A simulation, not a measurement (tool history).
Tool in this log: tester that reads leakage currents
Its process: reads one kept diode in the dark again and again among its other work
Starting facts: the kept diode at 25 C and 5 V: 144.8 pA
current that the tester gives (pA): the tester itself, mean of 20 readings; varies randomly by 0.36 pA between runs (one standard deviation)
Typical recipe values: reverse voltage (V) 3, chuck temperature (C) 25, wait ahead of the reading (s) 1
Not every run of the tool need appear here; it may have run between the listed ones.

run,hour,reverse voltage (V),chuck temperature (C),wait ahead of the reading (s),current that the tester gives (pA)
1,0,3,25,1,111.7
2,45,1.48,25,1,83.17
3,93.3,3,28,1,145.62
4,160.1,3,25,1,111.22
5,254.2,3,25,1,110.62
6,329.4,9.35,25,1,177.41
7,406.1,9.35,25,1,175.75
8,494.7,9.35,25,1,174.79
9,586.5,9.35,25,0.32,176.22
10,643.2,3.77,25,1,117.71
11,750.1,3.77,25,1,117.23
12,795.4,1.99,25,1,89.48
# hour 805.3: chuck's temperature calibrated
13,883.2,3,25,1,100.47
14,977.2,3,25,1,100.38
15,1064.4,3,25,1,100.06
16,1129.5,3,25,1,99.59
17,1235.5,3,25,0.5,99.19
18,1344.5,3,25,0.5,98.6
# hour 1407.4: chuck's temperature calibrated, once more
19,1420.6,3,25,0.5,119.17
20,1466,3,25,0.5,119.29
21,1526.5,18.91,26,0.81,280.87
22,1588,18.91,26,0.81,279.26
23,1681.8,3.02,40,0.84,421.96
24,1750.4,3.02,40,0.84,420.5
25,1847.7,3.02,40,0.84,417.35
26,1940,5.84,30,0.84,235.95
27,2042.5,15.27,33,0.38,454.85
28,2116.2,2.36,27,1.04,123.12
29,2176.4,12.31,26,8.71,222.95
# hour 2189.6: probe card cleaned and baked
30,2226.9,9.96,21,4.35,128.24
31,2321.9,9.96,21,4.35,126.88
32,2424.9,9.96,21,4.35,126.53
33,2530.5,3.7,57,4.35,1624.95
34,2641.7,3.7,57,4.35,1604.84
35,2729.7,4.57,25,0.92,129.91
36,2837.2,4.57,25,0.92,128.92
37,2936.1,4.57,25,0.92,127.87
38,2984.7,4.57,59,2.96,1992.57
39,3085.7,19.14,48,0.89,1571.19

Each row is a separate what-if for the run after 39, all from the same tool condition, not one after another. Results?
A,3152.4,8.37,54,1.17,?
B,3152.4,19.14,27,5.55,?
C,3152.4,9.78,49,5.33,?
D,3152.4,3,22,0.31,?
E,3152.4,8.51,28,0.89,?

run,current that the tester gives (pA)
A,1751.37
B,274.82
C,1280.14
D,81.53
E,214.74
With the hidden condition removed and each run's random variation left untouched, the same runs would have given:
run,current that the tester gives (pA)
A,1909.66
B,303.41
C,1399.83
D,90.5
E,237.44

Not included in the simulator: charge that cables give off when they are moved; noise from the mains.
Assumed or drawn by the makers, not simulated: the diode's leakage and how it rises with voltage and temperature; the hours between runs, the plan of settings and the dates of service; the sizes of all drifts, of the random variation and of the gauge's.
